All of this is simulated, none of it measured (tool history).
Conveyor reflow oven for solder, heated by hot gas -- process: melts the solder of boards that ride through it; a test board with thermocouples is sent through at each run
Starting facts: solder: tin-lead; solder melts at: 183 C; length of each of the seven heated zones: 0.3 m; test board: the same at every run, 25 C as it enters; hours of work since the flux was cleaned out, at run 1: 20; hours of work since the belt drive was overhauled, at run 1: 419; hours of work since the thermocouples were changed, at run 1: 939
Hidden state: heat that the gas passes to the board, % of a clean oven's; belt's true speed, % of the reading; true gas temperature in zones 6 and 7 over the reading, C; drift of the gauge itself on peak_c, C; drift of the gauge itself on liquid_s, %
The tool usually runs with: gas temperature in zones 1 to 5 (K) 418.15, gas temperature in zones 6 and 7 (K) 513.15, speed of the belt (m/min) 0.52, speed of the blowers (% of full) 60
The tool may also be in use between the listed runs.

run,hour,gas temperature in zones 1 to 5 (K),gas temperature in zones 6 and 7 (K),speed of the belt (m/min),speed of the blowers (% of full),hours of work since the flux was cleaned out,hours of work since the belt drive was overhauled,hours of work since the thermocouples were changed,highest temperature of the board (K),time above the solder's melting point (s)
1,0,418.15,513.15,0.52,60,20,419,939,499.75,60.4
2,20.8,418.15,513.15,0.52,70,29,428,948,502.15,61.6
3,34.2,418.15,513.15,0.52,70,35,434,955,502.05,61.6
4,56.1,418.15,513.15,0.52,70,45,444,964,502.05,61.4
5,78.7,418.15,513.15,0.52,70,55,454,975,502.25,61.6
# hour 85.1: flux residue cleaned out of gas plates and filters
6,105.6,418.15,513.15,0.52,70,9,464,985,501.95,61.8
# hour 122.2: thermocouples of zones 6 and 7 changed
7,122.2,424.15,513.15,0.467,60,16,471,0,500.55,70.2
8,135.1,418.15,513.15,0.59,79,22,477,6,497.25,51.8
9,148.6,422.15,522.15,0.461,70,28,483,12,510.85,75.9
10,176,411.15,508.15,0.461,70,40,495,24,496.55,64.6
11,194.2,411.15,523.15,0.569,70,49,503,33,503.95,55.1
12,218.2,411.15,523.15,0.569,70,59,514,43,503.65,55

Table of differences, measured result less the result of that run with no hidden state. Run-to-run variation is the same in both. Gauge scatter possibly is not:
run,highest temperature of the board (K),time above the solder's melting point (s)
1,+2.8,+2.1
2,+2.7,+1.8
3,+2.8,+1.9
4,+2.8,+1.9
5,+2.8,+1.9
6,+2.7,+1.9
7,-0.2,+0.5
8,-0.3,+0.3
9,-0.2,+0.7
10,-0.2,+0.4
11,-0.3,+0.4
12,-0.3,+0.4
